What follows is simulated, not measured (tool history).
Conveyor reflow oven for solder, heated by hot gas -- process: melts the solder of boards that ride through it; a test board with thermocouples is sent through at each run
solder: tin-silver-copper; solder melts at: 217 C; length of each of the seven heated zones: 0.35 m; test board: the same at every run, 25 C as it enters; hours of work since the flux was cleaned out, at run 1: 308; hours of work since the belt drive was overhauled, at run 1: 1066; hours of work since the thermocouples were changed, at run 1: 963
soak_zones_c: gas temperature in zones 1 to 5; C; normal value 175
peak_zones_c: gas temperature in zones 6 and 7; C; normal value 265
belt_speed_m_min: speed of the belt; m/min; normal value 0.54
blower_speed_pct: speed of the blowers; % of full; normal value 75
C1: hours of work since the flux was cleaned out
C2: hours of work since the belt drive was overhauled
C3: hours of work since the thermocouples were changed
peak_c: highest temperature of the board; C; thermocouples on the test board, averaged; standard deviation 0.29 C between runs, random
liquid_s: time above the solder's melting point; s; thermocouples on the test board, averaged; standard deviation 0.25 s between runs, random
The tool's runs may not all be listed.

{"run": 1, "hour": 0.0, "soak_zones_c": 175, "peak_zones_c": 265, "belt_speed_m_min": 0.54, "blower_speed_pct": 75, "C1": 308, "C2": 1066, "C3": 963, "peak_c": 251.1, "liquid_s": 59.5}
{"run": 2, "hour": 32.2, "soak_zones_c": 175, "peak_zones_c": 265, "belt_speed_m_min": 0.54, "blower_speed_pct": 76, "C1": 332, "C2": 1090, "C3": 987, "peak_c": 251.2, "liquid_s": 59.6}
{"run": 3, "hour": 64.5, "soak_zones_c": 175, "peak_zones_c": 265, "belt_speed_m_min": 0.54, "blower_speed_pct": 76, "C1": 356, "C2": 1114, "C3": 1011, "peak_c": 250.8, "liquid_s": 59.3}
{"hour": 70.6, "done": "belt drive overhauled, speed set with a stopwatch"}
{"run": 4, "hour": 95.7, "soak_zones_c": 175, "peak_zones_c": 265, "belt_speed_m_min": 0.54, "blower_speed_pct": 76, "C1": 376, "C2": 19, "C3": 1031, "peak_c": 250.7, "liquid_s": 57.1}
{"run": 5, "hour": 121.5, "soak_zones_c": 175, "peak_zones_c": 265, "belt_speed_m_min": 0.54, "blower_speed_pct": 76, "C1": 395, "C2": 38, "C3": 1050, "peak_c": 250.1, "liquid_s": 57.7}
{"run": 6, "hour": 143.9, "soak_zones_c": 175, "peak_zones_c": 277, "belt_speed_m_min": 0.54, "blower_speed_pct": 75, "C1": 411, "C2": 54, "C3": 1066, "peak_c": 260.6, "liquid_s": 64.2}
{"run": 7, "hour": 169.5, "soak_zones_c": 175, "peak_zones_c": 277, "belt_speed_m_min": 0.54, "blower_speed_pct": 75, "C1": 430, "C2": 73, "C3": 1085, "peak_c": 260, "liquid_s": 64}
{"run": 8, "hour": 186.0, "soak_zones_c": 175, "peak_zones_c": 277, "belt_speed_m_min": 0.54, "blower_speed_pct": 75, "C1": 442, "C2": 85, "C3": 1097, "peak_c": 260.2, "liquid_s": 64.1}
{"run": 9, "hour": 206.6, "soak_zones_c": 175, "peak_zones_c": 280, "belt_speed_m_min": 0.54, "blower_speed_pct": 75, "C1": 457, "C2": 100, "C3": 1112, "peak_c": 262.9, "liquid_s": 65.8}
{"hour": 218.3, "done": "flux residue cleaned out of gas plates and filters"}
{"run": 10, "hour": 231.1, "soak_zones_c": 175, "peak_zones_c": 280, "belt_speed_m_min": 0.54, "blower_speed_pct": 75, "C1": 9, "C2": 115, "C3": 1127, "peak_c": 259.5, "liquid_s": 62.7}
{"run": 11, "hour": 251.9, "soak_zones_c": 175, "peak_zones_c": 265, "belt_speed_m_min": 0.54, "blower_speed_pct": 53, "C1": 25, "C2": 130, "C3": 1142, "peak_c": 242.6, "liquid_s": 48.6}
{"run": 12, "hour": 272.7, "soak_zones_c": 175, "peak_zones_c": 265, "belt_speed_m_min": 0.441, "blower_speed_pct": 75, "C1": 40, "C2": 145, "C3": 1157, "peak_c": 252.3, "liquid_s": 73.5}
{"run": 13, "hour": 305.9, "soak_zones_c": 175, "peak_zones_c": 265, "belt_speed_m_min": 0.441, "blower_speed_pct": 75, "C1": 65, "C2": 170, "C3": 1182, "peak_c": 252.2, "liquid_s": 73.2}
{"run": 14, "hour": 334.9, "soak_zones_c": 175, "peak_zones_c": 265, "belt_speed_m_min": 0.54, "blower_speed_pct": 75, "C1": 86, "C2": 191, "C3": 1203, "peak_c": 246, "liquid_s": 52.4}
{"run": 15, "hour": 350.5, "soak_zones_c": 175, "peak_zones_c": 265, "belt_speed_m_min": 0.54, "blower_speed_pct": 75, "C1": 97, "C2": 203, "C3": 1215, "peak_c": 246, "liquid_s": 52.1}
{"run": 16, "hour": 378.4, "soak_zones_c": 175, "peak_zones_c": 265, "belt_speed_m_min": 0.54, "blower_speed_pct": 75, "C1": 118, "C2": 223, "C3": 1235, "peak_c": 245.2, "liquid_s": 52}
{"hour": 382.3, "done": "thermocouples of zones 6 and 7 changed"}
{"hour": 419.9, "done": "flux residue cleaned out of gas plates and filters, once more"}
{"run": 17, "hour": 419.9, "soak_zones_c": 175, "peak_zones_c": 265, "belt_speed_m_min": 0.54, "blower_speed_pct": 50, "C1": 0, "C2": 249, "C3": 24, "peak_c": 249.5, "liquid_s": 56.5}
{"run": 18, "hour": 444.4, "soak_zones_c": 178, "peak_zones_c": 265, "belt_speed_m_min": 0.629, "blower_speed_pct": 75, "C1": 18, "C2": 267, "C3": 42, "peak_c": 250.7, "liquid_s": 50}
{"run": 19, "hour": 459.2, "soak_zones_c": 180, "peak_zones_c": 253, "belt_speed_m_min": 0.54, "blower_speed_pct": 75, "C1": 29, "C2": 278, "C3": 53, "peak_c": 243.5, "liquid_s": 56}
{"run": 20, "hour": 482.1, "soak_zones_c": 168, "peak_zones_c": 255, "belt_speed_m_min": 0.54, "blower_speed_pct": 54, "C1": 46, "C2": 294, "C3": 70, "peak_c": 240.1, "liquid_s": 45.9}
{"run": 21, "hour": 505.3, "soak_zones_c": 168, "peak_zones_c": 255, "belt_speed_m_min": 0.54, "blower_speed_pct": 54, "C1": 63, "C2": 311, "C3": 87, "peak_c": 239.7, "liquid_s": 45.8}
{"run": 22, "hour": 536.6, "soak_zones_c": 168, "peak_zones_c": 255, "belt_speed_m_min": 0.54, "blower_speed_pct": 54, "C1": 86, "C2": 335, "C3": 110, "peak_c": 239.8, "liquid_s": 45.2}
{"run": 23, "hour": 568.9, "soak_zones_c": 168, "peak_zones_c": 256, "belt_speed_m_min": 0.644, "blower_speed_pct": 54, "C1": 110, "C2": 358, "C3": 134, "peak_c": 234.9, "liquid_s": 30.3}

Expected results for the next run?
{"run": 24, "hour": 583.1, "soak_zones_c": 175, "peak_zones_c": 271, "belt_speed_m_min": 0.62, "blower_speed_pct": 75, "C1": 120, "C2": 369, "C3": 144, "peak_c": "?", "liquid_s": "?"}

peak_c: 254.5 C
liquid_s: 52.2 s
Take away the tool's hidden state, keep the run-to-run variation as it was, and the same run would have given peak_c 255.7 C, liquid_s 53 s.

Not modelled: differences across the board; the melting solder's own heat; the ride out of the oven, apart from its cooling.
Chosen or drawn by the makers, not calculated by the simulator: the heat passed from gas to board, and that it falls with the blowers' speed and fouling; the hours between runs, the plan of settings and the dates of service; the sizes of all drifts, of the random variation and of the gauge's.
